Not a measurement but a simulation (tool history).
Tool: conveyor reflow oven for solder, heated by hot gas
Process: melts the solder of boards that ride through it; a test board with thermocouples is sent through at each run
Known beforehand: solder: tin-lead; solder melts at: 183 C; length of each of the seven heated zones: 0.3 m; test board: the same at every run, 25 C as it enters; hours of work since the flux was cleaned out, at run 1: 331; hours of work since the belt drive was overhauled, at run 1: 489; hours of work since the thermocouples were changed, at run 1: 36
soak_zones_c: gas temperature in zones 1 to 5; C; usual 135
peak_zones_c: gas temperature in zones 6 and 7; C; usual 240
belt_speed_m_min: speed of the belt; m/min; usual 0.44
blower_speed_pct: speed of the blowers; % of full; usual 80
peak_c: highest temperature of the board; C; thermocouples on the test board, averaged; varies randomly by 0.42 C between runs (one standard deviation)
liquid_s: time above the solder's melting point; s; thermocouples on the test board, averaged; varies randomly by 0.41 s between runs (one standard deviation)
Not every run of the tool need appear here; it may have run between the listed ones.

run	hour	soak_zones_c	peak_zones_c	belt_speed_m_min	blower_speed_pct	hours of work since the flux was cleaned out	hours of work since the belt drive was overhauled	hours of work since the thermocouples were changed	peak_c	liquid_s
1	0	135	240	0.44	80	331	489	36	218.2	60.2
2	18	135	240	0.44	80	344	502	49	218.4	60.6
3	36.2	135	240	0.44	80	358	515	62	217	59.7
4	47.2	136	240	0.44	80	366	523	70	217.9	59.9
5	65.1	136	240	0.44	80	379	536	83	218	60.8
6	74.4	135	240	0.44	80	386	543	90	218	59.4
# hour 83.8: flux residue cleaned out of gas plates and filters
7	91.8	135	240	0.44	80	6	552	99	221.5	63.3
8	101.1	135	250	0.518	80	13	559	106	222.7	53.8

Run 9 comes next. What will it give?
9	120	148	250	0.524	73	26	573	120	?	?

peak_c: 223.2 C
liquid_s: 57.8 s
Minus the tool's unlogged condition, the same run would have read peak_c 223.3 C, liquid_s 57.6 s.
